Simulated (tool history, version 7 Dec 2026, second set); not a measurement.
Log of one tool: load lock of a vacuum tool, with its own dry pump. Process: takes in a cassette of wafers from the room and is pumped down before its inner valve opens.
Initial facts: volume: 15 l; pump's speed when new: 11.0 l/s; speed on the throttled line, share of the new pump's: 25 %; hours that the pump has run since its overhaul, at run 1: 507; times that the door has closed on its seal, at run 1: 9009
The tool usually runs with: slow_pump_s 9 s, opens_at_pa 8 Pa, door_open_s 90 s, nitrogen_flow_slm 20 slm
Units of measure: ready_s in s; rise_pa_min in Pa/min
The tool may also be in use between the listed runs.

run      day  slow_pump_s  opens_at_pa  door_open_s  nitrogen_flow_slm  hours that the pump has run since its overhaul  times that the door has closed on its seal  incoming humidity of the room's air, %  ready_s  rise_pa_min
  1    0.000            9            8           90                 20                                             507                                        9009                                    44.5    19.78        0.051
  2   12.683            9            8          109                 20                                             812                                        9702                                    45.5    19.73        0.056
  3   32.788            9            8          203                 20                                            1294                                       10801                                    43.0    19.83        0.073
  4   41.854            9            8          203                 20                                            1512                                       11297                                    43.8    19.62        0.070
  5   56.075            9            8           90                 20                                            1853                                       12074                                    46.2    19.67        0.058
  6   72.096            9            8           90                 20                                            2238                                       12950                                    42.0    19.72        0.050
  7   85.279            9            8           90                 20                                            2554                                       13671                                    43.9    19.70        0.054
  8  105.833            9            8           90                 20                                            3047                                       14794                                    47.3    19.83        0.054
  9  120.692            9            8          178                 20                                            3404                                       15606                                    49.7    19.78        0.073
 10  141.875            9            8          178                 20                                            3912                                       16764                                    42.3    19.84        0.062
 11  160.971            9            8           92                 20                                            4371                                       17808                                    40.2    19.76        0.047
 12  178.425            9            8           92                 20                                            4789                                       18762                                    45.8    19.66        0.056
 13  193.746            9            8           92                 20                                            5157                                       19600                                    45.1    19.62        0.054
 14  206.346            9            8           92                 20                                            5460                                       20289                                    43.7    19.74        0.056
 15  221.729            9            8          139                 20                                            5829                                       21130                                    44.2    19.73        0.061
 16  241.504            9            8          139                 20                                            6303                                       22211                                    44.9    19.67        0.075
 17  257.896           15            8           90                 20                                            6697                                       23107                                    39.5    24.37        0.049
 18  272.100            9           13           90                 20                                            7038                                       23883                                    44.3    18.93        0.054
 19  288.271            9           13           90                 20                                            7426                                       24767                                    46.6    18.96        0.055
 20  309.800           11           13           25                  5                                            7942                                       25944                                    38.1    20.41        0.057
 21  324.421           11           13           25                  5                                            8293                                       26743                                    47.0    20.52        0.057
 22  336.512           11           13           25                  5                                            8584                                       27404                                    46.5    20.57        0.056
 23  351.100            9           10           90                 20                                            8934                                       28202                                    42.9    19.25        0.052
 24  363.246            9           10           90                 20                                            9225                                       28866                                    45.4    19.43        0.058
 25  378.371            9           11           94                 20                                            9588                                       29692                                    46.3    19.24        0.063
 26  394.671            9           11           94                 20                                            9979                                       30583                                    43.5    19.40        0.049
 27  415.988            9            8           87                 20                                           10491                                       31749                                    44.4    19.68        0.053

What will run 28 give?
 28  437.075            9            8           87                 20                                           10997                                       32901                                    46.7        ?            ?

{"run 28": {"ready_s": 19.62, "rise_pa_min": 0.058}}
Were there no unlogged condition in the tool, this run, its random variation unchanged, would have produced ready_s 19.61 s, rise_pa_min 0.057 Pa/min.
